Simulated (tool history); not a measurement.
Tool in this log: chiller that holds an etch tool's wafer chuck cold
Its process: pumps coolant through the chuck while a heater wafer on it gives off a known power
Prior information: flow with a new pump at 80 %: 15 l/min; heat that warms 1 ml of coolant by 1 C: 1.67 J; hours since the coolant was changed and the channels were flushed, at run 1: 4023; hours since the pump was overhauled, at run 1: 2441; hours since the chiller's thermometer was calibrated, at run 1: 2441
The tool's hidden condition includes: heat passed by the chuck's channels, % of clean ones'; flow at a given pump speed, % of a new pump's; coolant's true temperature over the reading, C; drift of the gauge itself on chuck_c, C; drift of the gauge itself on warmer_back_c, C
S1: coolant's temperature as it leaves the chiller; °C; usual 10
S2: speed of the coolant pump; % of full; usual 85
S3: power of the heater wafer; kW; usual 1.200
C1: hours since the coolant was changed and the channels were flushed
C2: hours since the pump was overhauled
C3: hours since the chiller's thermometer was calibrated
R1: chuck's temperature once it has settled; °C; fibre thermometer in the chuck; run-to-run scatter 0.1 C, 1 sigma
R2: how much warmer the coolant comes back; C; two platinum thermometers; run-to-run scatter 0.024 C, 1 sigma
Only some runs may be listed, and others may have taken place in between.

{"run": 1, "hour": 0.0, "S1": 10, "S2": 85, "S3": 1.2, "C1": 4023, "C2": 2441, "C3": 2441, "R1": 20.2, "R2": 2.76}
{"run": 2, "hour": 27.5, "S1": 10, "S2": 85, "S3": 1.2, "C1": 4050, "C2": 2469, "C3": 2469, "R1": 20.3, "R2": 2.75}
{"run": 3, "hour": 59.4, "S1": 10, "S2": 85, "S3": 1.2, "C1": 4082, "C2": 2501, "C3": 2501, "R1": 20.5, "R2": 2.81}
{"run": 4, "hour": 96.7, "S1": 10, "S2": 85, "S3": 1.2, "C1": 4119, "C2": 2538, "C3": 2538, "R1": 20.3, "R2": 2.79}
{"run": 5, "hour": 132.5, "S1": 10, "S2": 85, "S3": 1.2, "C1": 4155, "C2": 2574, "C3": 2574, "R1": 20.3, "R2": 2.81}
{"run": 6, "hour": 170.0, "S1": 10, "S2": 85, "S3": 1.2, "C1": 4193, "C2": 2611, "C3": 2611, "R1": 20.4, "R2": 2.81}
{"run": 7, "hour": 231.5, "S1": 10, "S2": 85, "S3": 1.2, "C1": 4254, "C2": 2673, "C3": 2673, "R1": 20.4, "R2": 2.8}
{"run": 8, "hour": 263.9, "S1": 10, "S2": 85, "S3": 1.2, "C1": 4286, "C2": 2705, "C3": 2705, "R1": 20.1, "R2": 2.84}
{"run": 9, "hour": 295.6, "S1": 10, "S2": 63, "S3": 1.2, "C1": 4318, "C2": 2737, "C3": 2737, "R1": 23.3, "R2": 3.88}
{"run": 10, "hour": 355.3, "S1": 16, "S2": 63, "S3": 1.2, "C1": 4378, "C2": 2797, "C3": 2797, "R1": 29.3, "R2": 3.91}
{"run": 11, "hour": 391.2, "S1": 7, "S2": 85, "S3": 1.2, "C1": 4414, "C2": 2832, "C3": 2832, "R1": 17.6, "R2": 2.79}

Predict the results of run 12:
{"run": 12, "hour": 452.1, "S1": 7, "S2": 85, "S3": 1.2, "C1": 4475, "C2": 2893, "C3": 2893, "R1": "?", "R2": "?"}

R1: 17.4 °C
R2: 2.84 C
Take away the tool's hidden state, keep the run-to-run variation as it was, and the same run would have given R1 16.3 °C, R2 2.72 C.

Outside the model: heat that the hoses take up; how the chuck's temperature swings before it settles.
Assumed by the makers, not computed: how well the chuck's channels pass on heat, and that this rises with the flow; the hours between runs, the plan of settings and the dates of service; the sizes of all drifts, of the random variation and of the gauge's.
